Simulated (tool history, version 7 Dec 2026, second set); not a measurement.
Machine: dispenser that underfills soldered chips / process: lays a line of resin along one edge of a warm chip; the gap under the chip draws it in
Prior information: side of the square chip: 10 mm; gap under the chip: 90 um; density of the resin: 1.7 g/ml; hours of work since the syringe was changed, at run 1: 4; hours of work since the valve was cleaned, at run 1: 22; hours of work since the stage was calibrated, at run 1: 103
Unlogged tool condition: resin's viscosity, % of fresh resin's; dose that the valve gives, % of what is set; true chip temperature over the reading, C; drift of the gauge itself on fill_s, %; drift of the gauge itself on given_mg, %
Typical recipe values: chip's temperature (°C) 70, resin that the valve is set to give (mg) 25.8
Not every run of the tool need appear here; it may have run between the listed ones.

| run | hour | chip's temperature (°C) | resin that the valve is set to give (mg) | hours of work since the syringe was changed | hours of work since the valve was cleaned | hours of work since the stage was calibrated | time until the resin shows at the far edge (s) | resin that the valve gave (mg) |
|---|---|---|---|---|---|---|---|---|
| 1 | 0.0 | 70 | 25.8 | 4 | 22 | 103 | 82.3 | 25.58 |
| 2 | 3.3 | 70 | 25.8 | 6 | 24 | 105 | 104.4 | 25.55 |
|  | 5.9 | new syringe of resin |
| 3 | 7.7 | 70 | 29.5 | 1 | 27 | 108 | 64.8 | 29.27 |
| 4 | 12.3 | 70 | 25.8 | 4 | 30 | 111 | 84.6 | 25.38 |
| 5 | 14.6 | 70 | 32.6 | 6 | 32 | 113 | 97.9 | 32.16 |
|  | 18.1 | new syringe of resin |
| 6 | 20.6 | 70 | 25.8 | 2 | 36 | 117 | 67.9 | 25.58 |
| 7 | 25.4 | 70 | 25.8 | 5 | 39 | 120 | 91.4 | 25.56 |
|  | 30.3 | new syringe of resin |
| 8 | 30.6 | 70 | 25.8 | 0 | 42 | 123 | 60.4 | 25.53 |
| 9 | 35.1 | 70 | 25.8 | 3 | 46 | 126 | 79.6 | 25.12 |
| 10 | 39.5 | 70 | 25.8 | 6 | 49 | 130 | 105.6 | 25.33 |
|  | 42.6 | new syringe of resin |
| 11 | 44.3 | 70 | 31.3 | 1 | 52 | 133 | 65.1 | 30.64 |
| 12 | 47.3 | 70 | 31.3 | 3 | 54 | 135 | 78.3 | 30.68 |
| 13 | 50.6 | 62 | 30.7 | 6 | 56 | 137 | 133.3 | 30.20 |
| 14 | 54.1 | 62 | 30.7 | 8 | 58 | 139 | 168.2 | 29.98 |
|  | 54.8 | new syringe of resin |
| 15 | 59.9 | 57 | 30.1 | 4 | 62 | 143 | 139.4 | 29.28 |
| 16 | 65.0 | 57 | 30.1 | 7 | 66 | 147 | 187.2 | 29.16 |
|  | 66.8 | new syringe of resin |
| 17 | 68.7 | 70 | 25.6 | 1 | 68 | 149 | 67.4 | 24.91 |
| 18 | 71.7 | 79 | 26.2 | 3 | 70 | 151 | 56.4 | 25.40 |

Expected results for the next run?
| 19 | 77.0 | 55 | 22.7 | 7 | 74 | 155 | ? | ? |

For run 19 the tool returned time until the resin shows at the far edge (s) 213.5, resin that the valve gave (mg) 21.97.
Minus the tool's unlogged condition, the same run would have read time until the resin shows at the far edge (s) 112.0, resin that the valve gave (mg) 22.66.
